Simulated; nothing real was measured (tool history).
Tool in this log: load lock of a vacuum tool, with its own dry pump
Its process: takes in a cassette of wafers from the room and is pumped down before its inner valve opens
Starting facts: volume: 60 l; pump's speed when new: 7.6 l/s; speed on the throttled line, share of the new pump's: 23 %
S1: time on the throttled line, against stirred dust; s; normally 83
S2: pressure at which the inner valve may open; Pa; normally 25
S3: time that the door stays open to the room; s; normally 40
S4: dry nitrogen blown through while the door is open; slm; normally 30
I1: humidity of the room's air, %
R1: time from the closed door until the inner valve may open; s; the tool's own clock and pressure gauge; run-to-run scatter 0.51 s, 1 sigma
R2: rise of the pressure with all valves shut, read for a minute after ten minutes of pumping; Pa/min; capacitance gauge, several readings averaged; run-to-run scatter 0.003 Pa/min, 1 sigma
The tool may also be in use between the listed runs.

run 1 hour=0.0 | S1=83 S2=25 S3=40 S4=30 | I1=45.7 | R1=134.7 R2=0.175
run 2 hour=106.5 | S1=83 S2=47 S3=40 S4=30 | I1=44.7 | R1=129.1 R2=0.183
run 3 hour=256.7 | S1=83 S2=47 S3=40 S4=30 | I1=44.2 | R1=129.9 R2=0.185
run 4 hour=412.3 | S1=83 S2=25 S3=40 S4=30 | I1=40.5 | R1=135.8 R2=0.192
run 5 hour=521.0 | S1=89 S2=25 S3=40 S4=30 | I1=48.3 | R1=139.4 R2=0.207
run 6 hour=665.3 | S1=64 S2=25 S3=40 S4=30 | I1=45.2 | R1=120.7 R2=0.210
run 7 hour=736.0 | S1=83 S2=25 S3=40 S4=5 | I1=45.7 | R1=135.1 R2=0.229
run 8 hour=855.8 | S1=83 S2=25 S3=40 S4=5 | I1=45.5 | R1=135.9 R2=0.231
run 9 hour=961.2 | S1=83 S2=25 S3=40 S4=5 | I1=47.2 | R1=134.7 R2=0.240
run 10 hour=1028.5 | S1=83 S2=25 S3=40 S4=5 | I1=47.1 | R1=135.4 R2=0.237
run 11 hour=1113.2 | S1=71 S2=25 S3=147 S4=30 | I1=43.8 | R1=126.9 R2=0.249
run 12 hour=1193.7 | S1=86 S2=25 S3=40 S4=6 | I1=42.1 | R1=137.5 R2=0.245
run 13 hour=1285.1 | S1=102 S2=37 S3=237 S4=8 | I1=46.1 | R1=147.0 R2=0.297
run 14 hour=1393.3 | S1=102 S2=37 S3=237 S4=19 | I1=45.3 | R1=147.7 R2=0.279
run 15 hour=1552.8 | S1=136 S2=37 S3=237 S4=8 | I1=44.9 | R1=171.9 R2=0.298
run 16 hour=1636.8 | S1=42 S2=22 S3=53 S4=7 | I1=45.6 | R1=107.9 R2=0.272
run 17 hour=1759.5 | S1=42 S2=39 S3=53 S4=14 | I1=45.5 | R1=101.4 R2=0.277
-- hour=1858.6 dry pump taken out, an overhauled one fitted
run 18 hour=1872.6 | S1=162 S2=48 S3=40 S4=12 | I1=44.5 | R1=186.5 R2=0.282
run 19 hour=1985.2 | S1=117 S2=47 S3=40 S4=26 | I1=46.6 | R1=152.1 R2=0.280
run 20 hour=2051.2 | S1=117 S2=47 S3=65 S4=26 | I1=44.1 | R1=153.2 R2=0.285

5 ways to go on from here, each from the tool as it stands after run 20. What would each give?
run A hour=2145.6 | S1=105 S2=47 S3=65 S4=26 | I1=41.5 | R1=? R2=?
run B hour=2145.6 | S1=56 S2=47 S3=65 S4=5 | I1=47.9 | R1=? R2=?
run C hour=2145.6 | S1=128 S2=25 S3=40 S4=30 | I1=43.0 | R1=? R2=?
run D hour=2145.6 | S1=113 S2=25 S3=40 S4=7 | I1=47.6 | R1=? R2=?
run E hour=2145.6 | S1=146 S2=25 S3=101 S4=26 | I1=42.2 | R1=? R2=?

run=A R1=141.6 R2=0.291
run=B R1=104.5 R2=0.317
run=C R1=164.6 R2=0.291
run=D R1=152.9 R2=0.301
run=E R1=178.2 R2=0.303
Stripped of hidden state, with their random variation kept, the same runs would have yielded:
run=A R1=141.4 R2=0.018
run=B R1=104.2 R2=0.044
run=C R1=164.4 R2=0.020
run=D R1=152.7 R2=0.027
run=E R1=178.0 R2=0.030

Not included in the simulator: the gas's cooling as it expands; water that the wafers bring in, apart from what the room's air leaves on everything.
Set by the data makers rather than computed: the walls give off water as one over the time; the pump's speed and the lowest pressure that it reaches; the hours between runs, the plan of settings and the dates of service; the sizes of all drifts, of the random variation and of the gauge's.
